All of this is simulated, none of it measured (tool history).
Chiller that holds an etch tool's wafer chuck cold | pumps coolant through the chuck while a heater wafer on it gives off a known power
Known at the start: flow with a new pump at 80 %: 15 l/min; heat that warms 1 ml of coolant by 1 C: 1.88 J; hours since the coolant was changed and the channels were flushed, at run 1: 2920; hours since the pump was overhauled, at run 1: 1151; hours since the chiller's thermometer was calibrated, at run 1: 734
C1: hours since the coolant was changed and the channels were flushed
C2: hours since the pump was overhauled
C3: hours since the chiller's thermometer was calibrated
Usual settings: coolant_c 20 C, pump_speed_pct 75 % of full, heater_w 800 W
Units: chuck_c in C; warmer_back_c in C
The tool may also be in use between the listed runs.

run 1 hour=0 | coolant_c=20 pump_speed_pct=75 heater_w=800 | C1=2920 C2=1151 C3=734 | chuck_c=31.6 warmer_back_c=1.9
run 2 hour=17.8 | coolant_c=20 pump_speed_pct=75 heater_w=800 | C1=2937 C2=1169 C3=752 | chuck_c=31.6 warmer_back_c=1.92
run 3 hour=43.5 | coolant_c=20 pump_speed_pct=75 heater_w=800 | C1=2963 C2=1195 C3=778 | chuck_c=31.5 warmer_back_c=1.89
run 4 hour=74.2 | coolant_c=20 pump_speed_pct=75 heater_w=800 | C1=2994 C2=1226 C3=809 | chuck_c=31.6 warmer_back_c=1.89
run 5 hour=90.1 | coolant_c=20 pump_speed_pct=75 heater_w=420 | C1=3010 C2=1241 C3=825 | chuck_c=26.2 warmer_back_c=0.96
run 6 hour=110.8 | coolant_c=20 pump_speed_pct=75 heater_w=420 | C1=3030 C2=1262 C3=845 | chuck_c=26.3 warmer_back_c=0.97
run 7 hour=123.3 | coolant_c=20 pump_speed_pct=75 heater_w=420 | C1=3043 C2=1275 C3=858 | chuck_c=26.3 warmer_back_c=0.99
run 8 hour=136 | coolant_c=20 pump_speed_pct=75 heater_w=420 | C1=3056 C2=1287 C3=870 | chuck_c=26.3 warmer_back_c=0.97
run 9 hour=160.7 | coolant_c=12 pump_speed_pct=75 heater_w=800 | C1=3080 C2=1312 C3=895 | chuck_c=23.7 warmer_back_c=1.92
run 10 hour=173.6 | coolant_c=12 pump_speed_pct=75 heater_w=800 | C1=3093 C2=1325 C3=908 | chuck_c=23.9 warmer_back_c=1.91
run 11 hour=198.8 | coolant_c=12 pump_speed_pct=75 heater_w=800 | C1=3118 C2=1350 C3=933 | chuck_c=23.8 warmer_back_c=1.93
run 12 hour=223.3 | coolant_c=12 pump_speed_pct=75 heater_w=800 | C1=3143 C2=1375 C3=958 | chuck_c=23.8 warmer_back_c=1.93
-- hour=230.3 coolant pump overhauled
run 13 hour=249.5 | coolant_c=12 pump_speed_pct=75 heater_w=436 | C1=3164 C2=19 C3=979 | chuck_c=18.7 warmer_back_c=1.08
run 14 hour=263.5 | coolant_c=12 pump_speed_pct=75 heater_w=436 | C1=3178 C2=33 C3=993 | chuck_c=18.7 warmer_back_c=1.06
run 15 hour=282.1 | coolant_c=12 pump_speed_pct=75 heater_w=436 | C1=3197 C2=52 C3=1012 | chuck_c=18.8 warmer_back_c=1.05
-- hour=311.9 coolant pump overhauled, once more
run 16 hour=316.6 | coolant_c=12 pump_speed_pct=75 heater_w=436 | C1=3226 C2=5 C3=1041 | chuck_c=18.4 warmer_back_c=1
run 17 hour=346.3 | coolant_c=23 pump_speed_pct=69 heater_w=744 | C1=3256 C2=34 C3=1071 | chuck_c=34.4 warmer_back_c=1.85
run 18 hour=376.5 | coolant_c=16 pump_speed_pct=79 heater_w=826 | C1=3286 C2=65 C3=1101 | chuck_c=27.4 warmer_back_c=1.8
run 19 hour=391.1 | coolant_c=20 pump_speed_pct=75 heater_w=1075 | C1=3301 C2=79 C3=1116 | chuck_c=35.3 warmer_back_c=2.44
run 20 hour=412.5 | coolant_c=13 pump_speed_pct=61 heater_w=840 | C1=3322 C2=101 C3=1137 | chuck_c=27.3 warmer_back_c=2.32
run 21 hour=437.4 | coolant_c=17 pump_speed_pct=63 heater_w=572 | C1=3347 C2=125 C3=1162 | chuck_c=26.6 warmer_back_c=1.55
run 22 hour=449.8 | coolant_c=17 pump_speed_pct=63 heater_w=572 | C1=3359 C2=138 C3=1174 | chuck_c=26.4 warmer_back_c=1.54
run 23 hour=468.7 | coolant_c=20 pump_speed_pct=70 heater_w=415 | C1=3378 C2=157 C3=1193 | chuck_c=26.5 warmer_back_c=1
run 24 hour=484.7 | coolant_c=20 pump_speed_pct=70 heater_w=415 | C1=3394 C2=173 C3=1209 | chuck_c=26.4 warmer_back_c=1.01
run 25 hour=504.9 | coolant_c=20 pump_speed_pct=70 heater_w=415 | C1=3414 C2=193 C3=1229 | chuck_c=26.5 warmer_back_c=1.01
run 26 hour=531.6 | coolant_c=20 pump_speed_pct=70 heater_w=415 | C1=3441 C2=220 C3=1256 | chuck_c=26.6 warmer_back_c=1.02
run 27 hour=544.8 | coolant_c=11 pump_speed_pct=62 heater_w=800 | C1=3454 C2=233 C3=1269 | chuck_c=24.6 warmer_back_c=2.2
run 28 hour=561.6 | coolant_c=18 pump_speed_pct=62 heater_w=622 | C1=3471 C2=250 C3=1286 | chuck_c=28.8 warmer_back_c=1.72
run 29 hour=574.1 | coolant_c=11 pump_speed_pct=64 heater_w=800 | C1=3484 C2=262 C3=1299 | chuck_c=24.2 warmer_back_c=2.11
run 30 hour=601.1 | coolant_c=11 pump_speed_pct=64 heater_w=800 | C1=3511 C2=289 C3=1326 | chuck_c=24.3 warmer_back_c=2.15
run 31 hour=629.3 | coolant_c=19 pump_speed_pct=63 heater_w=433 | C1=3539 C2=317 C3=1354 | chuck_c=26.5 warmer_back_c=1.16

Forecast each of these 3 alternatives for the next run:
run A hour=649.8 | coolant_c=11 pump_speed_pct=63 heater_w=852 | C1=3559 C2=338 C3=1374 | chuck_c=? warmer_back_c=?
run B hour=649.8 | coolant_c=20 pump_speed_pct=75 heater_w=1041 | C1=3559 C2=338 C3=1374 | chuck_c=? warmer_back_c=?
run C hour=649.8 | coolant_c=20 pump_speed_pct=68 heater_w=800 | C1=3559 C2=338 C3=1374 | chuck_c=? warmer_back_c=?

run=A chuck_c=25.4 warmer_back_c=2.34
run=B chuck_c=34.9 warmer_back_c=2.4
run=C chuck_c=32.8 warmer_back_c=2
Without the tool's hidden state the same runs would have given:
run=A chuck_c=22.8 warmer_back_c=2.32
run=B chuck_c=32.2 warmer_back_c=2.38
run=C chuck_c=30.5 warmer_back_c=1.99
